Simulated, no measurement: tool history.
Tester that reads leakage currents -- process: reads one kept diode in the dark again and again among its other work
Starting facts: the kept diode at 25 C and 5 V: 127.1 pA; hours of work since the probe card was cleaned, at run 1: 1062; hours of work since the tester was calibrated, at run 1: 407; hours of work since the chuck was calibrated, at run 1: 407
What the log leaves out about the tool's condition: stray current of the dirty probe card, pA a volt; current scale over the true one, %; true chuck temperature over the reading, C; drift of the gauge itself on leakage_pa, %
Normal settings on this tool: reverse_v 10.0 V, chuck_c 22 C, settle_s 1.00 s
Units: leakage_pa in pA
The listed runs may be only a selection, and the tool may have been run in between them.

run    hour  reverse_v  chuck_c  settle_s  hours of work since the probe card was cleaned  hours of work since the tester was calibrated  hours of work since the chuck was calibrated  leakage_pa
  1     0.0       10.0       22      1.00                                            1062                                            407                                           407      154.59
  2   168.5       10.0       22      1.00                                            1191                                            536                                           536      158.89
  3   401.6       10.0       22      1.00                                            1369                                            714                                           714      164.09
  4   519.1       10.0       22      1.00                                            1459                                            804                                           804      166.51
      661.3  -- chuck's temperature calibrated
  5   678.3       12.1       22      1.00                                            1579                                            924                                            13      159.78
  6   882.7       12.1       22      1.00                                            1735                                           1080                                           169      164.28
  7  1095.3       10.0       22      1.00                                            1898                                           1243                                           332      155.42
  8  1307.6       10.0       22      4.73                                            2060                                           1405                                           494      156.87
     1374.4  -- probe card cleaned and baked
  9  1565.4       10.0       22      4.73                                             146                                           1600                                           688      160.86
 10  1733.8       10.0       22      4.73                                             275                                           1728                                           817      165.10
     1869.4  -- chuck's temperature calibrated
 11  1921.4       14.1       22      1.00                                             416                                           1870                                            40      175.14
 12  2123.2       14.1       22      1.00                                             571                                           2024                                           194      180.63
 13  2364.5       10.0       22      7.27                                             755                                           2209                                           378      153.52
 14  2581.5       10.0       22      1.00                                             921                                           2374                                           544      161.24
 15  2811.6       10.0       20      1.00                                            1097                                           2550                                           720      143.02
 16  2963.9       10.0       20      1.00                                            1213                                           2667                                           836      146.82
     3057.4  -- chuck's temperature calibrated
 17  3091.1       14.0       39      8.06                                            1309                                           2762                                            26      613.94
 18  3227.8       14.0       39      0.62                                            1413                                           2867                                           130      632.43
 19  3388.2        1.6       55      1.99                                            1536                                           2989                                           253      654.03
 20  3545.7        4.0       44      1.54                                            1656                                           3110                                           373      496.32
 21  3772.2        4.0       44      1.54                                            1829                                           3283                                           546      516.37
 22  3925.5        5.5       27      2.24                                            1946                                           3400                                           663      178.49
 23  4108.8        5.5       27      2.24                                            2086                                           3540                                           803      182.81
     4123.4  -- probe card cleaned and baked
     4246.3  -- chuck's temperature calibrated
 24  4338.5        1.2       59      0.87                                             163                                           3711                                            70      718.60
 25  4599.8        2.3       53      0.87                                             362                                           3911                                           270      692.30
 26  4782.7        1.2       25      1.00                                             502                                           4051                                           410       69.12
 27  5032.6        2.4       53      0.76                                             693                                           4242                                           601      743.76
 28  5146.3       10.0       22      0.79                                             780                                           4329                                           688      166.82
 29  5275.7       10.0       22      1.01                                             879                                           4427                                           786      168.60
     5443.9  -- chuck's temperature calibrated
 30  5447.8       10.0       22      1.01                                            1009                                           4557                                             3      148.05
 31  5665.4       10.0       22      1.01                                            1175                                           4724                                           169      153.09
 32  5909.5        6.8       22      0.52                                            1362                                           4910                                           356      131.86

Here are 4 independent what-if runs from the current tool condition. What would each one return?
  A  6036.8        8.7       38      4.73                                            1459                                           5007                                           453           ?
  B  6036.8        1.0       22      2.55                                            1459                                           5007                                           453           ?
  C  6036.8        2.6       26      0.70                                            1459                                           5007                                           453           ?
  D  6036.8        4.5       23      1.00                                            1459                                           5007                                           453           ?

run  leakage_pa
  A      495.11
  B       50.57
  C      111.71
  D      116.58
Without the tool's hidden state the same runs would have given:
run  leakage_pa
  A      448.28
  B       45.35
  C      100.42
  D      104.33
